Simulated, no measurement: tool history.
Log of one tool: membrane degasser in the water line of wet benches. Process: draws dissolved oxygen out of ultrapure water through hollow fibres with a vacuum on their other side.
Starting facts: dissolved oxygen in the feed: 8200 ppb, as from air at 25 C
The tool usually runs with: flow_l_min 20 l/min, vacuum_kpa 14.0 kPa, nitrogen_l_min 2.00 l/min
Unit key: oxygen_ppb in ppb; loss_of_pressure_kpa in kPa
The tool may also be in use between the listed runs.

run,hour,flow_l_min,vacuum_kpa,nitrogen_l_min,oxygen_ppb,loss_of_pressure_kpa
1,0.0,20,14.0,2.00,251.9,54.80
2,59.0,20,14.0,2.00,251.8,54.83
3,136.1,20,14.0,2.00,251.5,54.86
4,171.8,20,14.0,2.00,251.7,55.03
5,230.0,20,14.0,2.05,246.4,54.97
6,313.8,20,14.0,2.05,245.8,55.16
7,399.1,20,15.2,1.55,349.9,55.39
8,475.1,28,15.2,2.72,300.4,77.63
9,510.4,28,15.2,2.72,299.6,77.61
10,550.1,28,15.2,2.72,300.4,77.40
11,594.5,16,34.5,2.72,426.3,44.22
12,633.9,20,15.1,5.88,101.8,55.24

Alternative continuations, all from the tool just after run 12; predict every row:
A,672.2,18,28.9,1.29,?,?
B,672.2,20,14.0,2.91,?,?
C,672.2,20,9.6,5.88,?,?

run,oxygen_ppb,loss_of_pressure_kpa
A,760.4,49.97
B,179.0,55.39
C,56.5,55.46
With no hidden state in the tool, these same runs would have given:
run,oxygen_ppb,loss_of_pressure_kpa
A,760.1,49.46
B,178.9,54.83
C,56.4,54.89
